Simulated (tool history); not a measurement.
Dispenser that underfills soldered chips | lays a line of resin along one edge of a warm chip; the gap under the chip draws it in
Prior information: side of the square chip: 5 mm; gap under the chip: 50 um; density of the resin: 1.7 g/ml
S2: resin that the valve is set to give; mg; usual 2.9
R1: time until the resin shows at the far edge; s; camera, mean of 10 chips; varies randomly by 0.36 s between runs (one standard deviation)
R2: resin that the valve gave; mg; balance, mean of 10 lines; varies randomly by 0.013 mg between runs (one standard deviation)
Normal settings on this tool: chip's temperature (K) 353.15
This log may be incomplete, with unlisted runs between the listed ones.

Run 1, hour 0: usual settings. Result: R1 30.5 s, R2 2.83 mg.
At hour 2.4: new syringe of resin.
Run 2, hour 4.3: usual settings. Result: R1 22 s, R2 2.82 mg.
Run 3, hour 12.3: usual settings. Result: R1 32.1 s, R2 2.84 mg.
At hour 13: new syringe of resin.
Run 4, hour 16.8: usual settings but chip's temperature (K) 340.15. Result: R1 44.3 s, R2 2.81 mg.
Run 5, hour 21: usual settings but chip's temperature (K) 340.15. Result: R1 52.6 s, R2 2.83 mg.
At hour 23.6: new syringe of resin.
Run 6, hour 27.6: usual settings but chip's temperature (K) 340.15. Result: R1 45.5 s, R2 2.8 mg.
Run 7, hour 32.2: usual settings but chip's temperature (K) 340.15. Result: R1 54.4 s, R2 2.8 mg.
At hour 34.4: new syringe of resin.
Run 8, hour 39.2: usual settings but chip's temperature (K) 352.15. Result: R1 26.5 s, R2 2.81 mg.
At hour 44.9: new syringe of resin.
Run 9, hour 45.5: usual settings. Result: R1 21.1 s, R2 2.79 mg.
Run 10, hour 51.2: usual settings. Result: R1 27.9 s, R2 2.81 mg.
At hour 55.6: new syringe of resin.
Run 11, hour 57: usual settings. Result: R1 22.8 s, R2 2.79 mg.
Run 12, hour 62.1: usual settings but S2 3.49 mg. Result: R1 25.9 s, R2 3.35 mg.
At hour 66.6: new syringe of resin.
Run 13, hour 68.2: usual settings but S2 2.65 mg. Result: R1 22.7 s, R2 2.56 mg.
Run 14, hour 73.3: usual settings but S2 2.65 mg. Result: R1 29 s, R2 2.56 mg.
At hour 77.6: new syringe of resin.
Run 15, hour 80.8: usual settings but S2 3.13 mg. Result: R1 23 s, R2 2.99 mg.
At hour 86.8: dispensing valve cleaned and set on the balance.
At hour 89: new syringe of resin.
Run 16, hour 91: usual settings. Result: R1 22.8 s, R2 2.89 mg.
Run 17, hour 95.8: usual settings but S2 3.25 mg. Result: R1 27.7 s, R2 3.23 mg.
At hour 99.4: new syringe of resin.
Run 18, hour 102.2: usual settings but chip's temperature (K) 347.15, S2 3.24 mg. Result: R1 30.1 s, R2 3.21 mg.
At hour 110: new syringe of resin.
Run 19, hour 110.5: usual settings but chip's temperature (K) 342.15, S2 2.55 mg. Result: R1 37.8 s, R2 2.54 mg.
Run 20, hour 114.5: usual settings but chip's temperature (K) 342.15, S2 2.55 mg. Result: R1 43.8 s, R2 2.54 mg.
At hour 120.9: new syringe of resin.
Run 21, hour 122.7: usual settings but chip's temperature (K) 366.15, S2 3.65 mg. Result: R1 12.1 s, R2 3.62 mg.
Run 22, hour 128.8: usual settings but chip's temperature (K) 366.15, S2 3.65 mg. Result: R1 16 s, R2 3.6 mg.
At hour 131.3: new syringe of resin.
Run 23, hour 135: usual settings but chip's temperature (K) 366.15, S2 3.65 mg. Result: R1 13.5 s, R2 3.58 mg.
At hour 141.9: new syringe of resin.
Run 24, hour 143.4: usual settings but chip's temperature (K) 362.15, S2 3.02 mg. Result: R1 15.6 s, R2 2.97 mg.
Run 25, hour 149.9: usual settings but chip's temperature (K) 362.15, S2 3.02 mg. Result: R1 20.5 s, R2 2.97 mg.
At hour 152.4: new syringe of resin.
Run 26, hour 155.9: usual settings but chip's temperature (K) 345.15, S2 3.35 mg. Result: R1 34.7 s, R2 3.31 mg.
Run 27, hour 159.8: usual settings but chip's temperature (K) 366.15, S2 3.35 mg. Result: R1 15.8 s, R2 3.29 mg.
At hour 163: new syringe of resin.
Run 28, hour 168.5: usual settings but chip's temperature (K) 340.15, S2 3.75 mg. Result: R1 45.7 s, R2 3.67 mg.
At hour 173.8: new syringe of resin.
Run 29, hour 177.7: usual settings but chip's temperature (K) 340.15, S2 2.64 mg. Result: R1 48.5 s, R2 2.58 mg.
Run 30, hour 181.9: usual settings but chip's temperature (K) 340.15, S2 3.36 mg. Result: R1 55 s, R2 3.26 mg.
At hour 184.4: new syringe of resin.
Run 31, hour 187.2: usual settings but chip's temperature (K) 347.15, S2 2.91 mg. Result: R1 30.1 s, R2 2.82 mg.
Run 32, hour 193.1: usual settings but chip's temperature (K) 348.15, S2 3.71 mg. Result: R1 35.8 s, R2 3.58 mg.
At hour 195.2: new syringe of resin.
Run 33, hour 201.4: usual settings but S2 2.78 mg. Result: R1 26.9 s, R2 2.68 mg.
At hour 205.7: new syringe of resin.
Run 34, hour 207.1: usual settings but chip's temperature (K) 365.15, S2 3.2 mg. Result: R1 13.1 s, R2 3.08 mg.

Alternative continuations, all from the tool just after run 34; predict every row:
Run A, hour 212.3: usual settings but chip's temperature (K) 339.15, S2 2.64 mg. Result: R1 ?, R2 ?.
Run B, hour 212.3: usual settings but S2 3.2 mg. Result: R1 ?, R2 ?.
Run C, hour 212.3: usual settings but chip's temperature (K) 365.15, S2 3.76 mg. Result: R1 ?, R2 ?.
Run D, hour 212.3: usual settings but chip's temperature (K) 355.15, S2 2.78 mg. Result: R1 ?, R2 ?.
Run E, hour 212.3: usual settings but chip's temperature (K) 357.15, S2 2.67 mg. Result: R1 ?, R2 ?.

run    R1    R2
  A  54.7  2.55
  B  27.8  3.07
  C  15.7  3.62
  D  25.8  2.69
  E  24.4  2.59
Take away the tool's hidden state, keep each run's random variation, and the runs would have read:
run    R1    R2
  A  39.3  2.65
  B  20.2   3.2
  C  11.5  3.77
  D  18.7   2.8
  E  17.5   2.7
